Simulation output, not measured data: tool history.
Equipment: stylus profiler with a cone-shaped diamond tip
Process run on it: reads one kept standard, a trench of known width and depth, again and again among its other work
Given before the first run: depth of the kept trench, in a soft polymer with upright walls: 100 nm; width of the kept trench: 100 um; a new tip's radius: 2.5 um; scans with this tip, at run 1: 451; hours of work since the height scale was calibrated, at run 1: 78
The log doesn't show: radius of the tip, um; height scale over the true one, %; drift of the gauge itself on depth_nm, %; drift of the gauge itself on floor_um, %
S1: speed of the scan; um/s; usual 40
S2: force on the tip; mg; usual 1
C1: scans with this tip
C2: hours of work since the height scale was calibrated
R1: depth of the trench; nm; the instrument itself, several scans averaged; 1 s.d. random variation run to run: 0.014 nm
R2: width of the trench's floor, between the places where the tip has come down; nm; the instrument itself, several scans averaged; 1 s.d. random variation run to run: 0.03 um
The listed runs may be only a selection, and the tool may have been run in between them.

run,hour,S1,S2,C1,C2,R1,R2
1,0,40,1,451,78,100.79,98350
2,20.3,40,0.83,509,88,100.72,98320
3,37.9,111,1,558,97,100.79,97880
4,57.7,111,1,613,106,100.8,97880
5,90.1,111,0.45,705,122,100.48,97540
6,111.3,40,1,764,133,100.79,98370
7,138,40,1,839,146,100.78,98370
8,161.3,40,1,904,157,100.8,98300
9,176.8,40,1,948,164,100.84,98310
10,202,40,1,1019,177,100.8,98330
11,236.8,47,1,1117,194,100.82,98280
12,256.4,40,1,1172,203,100.81,98360
13,276.5,40,0.54,1228,213,100.54,98230
14,309.1,40,0.54,1320,229,100.53,98240
15,324.9,40,0.54,1364,237,100.57,98230
16,348,82,2.96,1429,248,101.67,98290
17,376.1,43,0.45,1508,261,100.49,98130
18,399.2,16,0.45,1573,273,100.47,98440
19,418.5,81,0.48,1627,282,100.51,97850
20,446.9,81,0.48,1707,296,100.47,97880
21,466.3,103,1.58,1761,305,101.1,98140
22,481,103,1.58,1802,313,101.12,98070
23,499.7,43,2.36,1855,322,101.44,98410
24,523.8,17,0.83,1923,333,100.75,98540
25,538.6,17,0.83,1964,341,100.71,98450
26,560.8,21,1.76,2026,351,101.19,98470
27,576.5,114,2.17,2071,359,101.35,98090
28,602.7,117,2.04,2144,372,101.3,98090
29,628.9,138,2.45,2218,385,101.49,97990

Below are 4 alternative next runs, each starting from the tool's condition after run 29. Predict each:
A,655.2,107,0.76,2292,397,?,?
B,655.2,67,2.17,2292,397,?,?
C,655.2,25,1.88,2292,397,?,?
D,655.2,40,0.55,2292,397,?,?

run,R1,R2
A,100.68,97780
B,101.37,98270
C,101.24,98460
D,100.52,98230
With no hidden state in the tool, these same runs would have given:
run,R1,R2
A,100.67,97780
B,101.36,98270
C,101.24,98460
D,100.52,98240
